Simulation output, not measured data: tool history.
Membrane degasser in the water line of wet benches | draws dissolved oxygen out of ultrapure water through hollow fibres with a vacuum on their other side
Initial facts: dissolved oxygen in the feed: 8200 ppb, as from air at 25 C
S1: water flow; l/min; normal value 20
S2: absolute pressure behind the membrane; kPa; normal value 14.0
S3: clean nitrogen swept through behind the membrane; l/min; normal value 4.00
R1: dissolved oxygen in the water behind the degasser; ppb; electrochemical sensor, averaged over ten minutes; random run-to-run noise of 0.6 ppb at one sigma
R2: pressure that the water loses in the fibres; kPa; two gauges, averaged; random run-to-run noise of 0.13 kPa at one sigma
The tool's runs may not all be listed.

run	hour	S1	S2	S3	R1	R2
1	0.0	20	14.0	4.00	135.6	26.23
2	51.3	20	14.0	4.00	135.0	26.13
3	109.4	20	13.2	4.00	124.3	26.41
4	148.2	27	13.2	4.00	170.9	35.85
5	215.2	27	9.7	4.00	115.1	35.71
6	284.1	27	9.7	4.00	115.2	35.57
7	327.7	27	9.7	4.00	114.0	36.09
8	396.5	27	9.7	4.00	114.8	35.86
9	433.0	29	23.9	4.00	361.1	39.04
10	503.7	12	26.8	4.00	172.4	16.07
11	542.7	15	15.1	1.64	253.3	20.37
12	615.8	19	10.3	4.00	86.3	25.36
13	656.2	20	11.6	11.01	42.5	26.91
# hour 663.2: gauge calibrated
14	703.1	30	23.4	4.02	363.5	39.41

Branching from run 14: 4 alternative next runs. What would each branch give?
A	770.6	20	10.2	2.74	?	?
B	770.6	30	16.1	2.23	?	?
C	770.6	19	10.5	4.02	?	?
D	770.6	30	23.4	4.67	?	?

run	R1	R2
A	125.4	26.35
B	396.2	39.64
C	87.4	24.99
D	316.7	39.65
Had the tool no hidden state, the same runs would have come out as:
run	R1	R2
A	125.3	26.22
B	396.0	39.44
C	87.3	24.86
D	316.5	39.45
